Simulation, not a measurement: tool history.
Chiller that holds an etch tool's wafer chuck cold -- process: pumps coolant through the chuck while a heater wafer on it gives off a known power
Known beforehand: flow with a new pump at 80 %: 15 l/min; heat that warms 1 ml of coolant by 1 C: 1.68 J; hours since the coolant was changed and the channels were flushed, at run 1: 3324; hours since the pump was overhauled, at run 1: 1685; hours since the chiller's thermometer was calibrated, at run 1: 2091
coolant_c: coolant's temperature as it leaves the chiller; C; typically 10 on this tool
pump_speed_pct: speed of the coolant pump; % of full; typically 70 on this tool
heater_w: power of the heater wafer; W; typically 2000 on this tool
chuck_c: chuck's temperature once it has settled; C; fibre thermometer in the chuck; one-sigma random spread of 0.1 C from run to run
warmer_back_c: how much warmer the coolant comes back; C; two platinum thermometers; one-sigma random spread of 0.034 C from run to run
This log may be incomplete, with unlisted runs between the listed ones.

run,hour,coolant_c,pump_speed_pct,heater_w,hours since the coolant was changed and the channels were flushed,hours since the pump was overhauled,hours since the chiller's thermometer was calibrated,chuck_c,warmer_back_c
1,0.0,10,70,2000,3324,1685,2091,36.6,5.66
2,75.4,10,70,2000,3399,1760,2166,36.4,5.70
3,127.9,10,70,2000,3452,1813,2219,36.6,5.72
4,205.9,10,70,2000,3530,1891,2297,36.7,5.66
5,284.0,10,70,2000,3608,1969,2375,36.8,5.70
6,329.6,10,70,2000,3653,2015,2420,36.6,5.69
# hour 336.2: chiller's thermometer calibrated
7,388.0,10,70,2969,3711,2072,52,49.6,8.47
8,436.6,10,70,2969,3759,2121,100,49.6,8.48
9,478.8,10,70,2969,3801,2163,143,49.7,8.55
10,539.9,5,70,2000,3863,2224,204,31.7,5.66
11,594.6,5,70,1089,3917,2279,258,19.6,3.15
# hour 667.0: chiller's thermometer calibrated, once more
12,667.0,5,70,1089,3989,2350,0,19.6,3.18
13,743.2,14,62,2258,4065,2426,76,47.1,7.45
14,813.2,16,93,2258,4135,2496,146,40.8,4.71
15,893.9,18,77,2000,4216,2577,227,43.2,5.22
16,929.8,1,70,2000,4251,2613,263,27.9,5.78

Run 17 has not been measured yet. What should we expect?
17,977.0,4,67,2680,4299,2660,310,?,?

{"run 17": {"chuck_c": 41.4, "warmer_back_c": 8.14}}
With no hidden state in the tool, this same run would have given chuck_c 38.7 C, warmer_back_c 7.78 C.
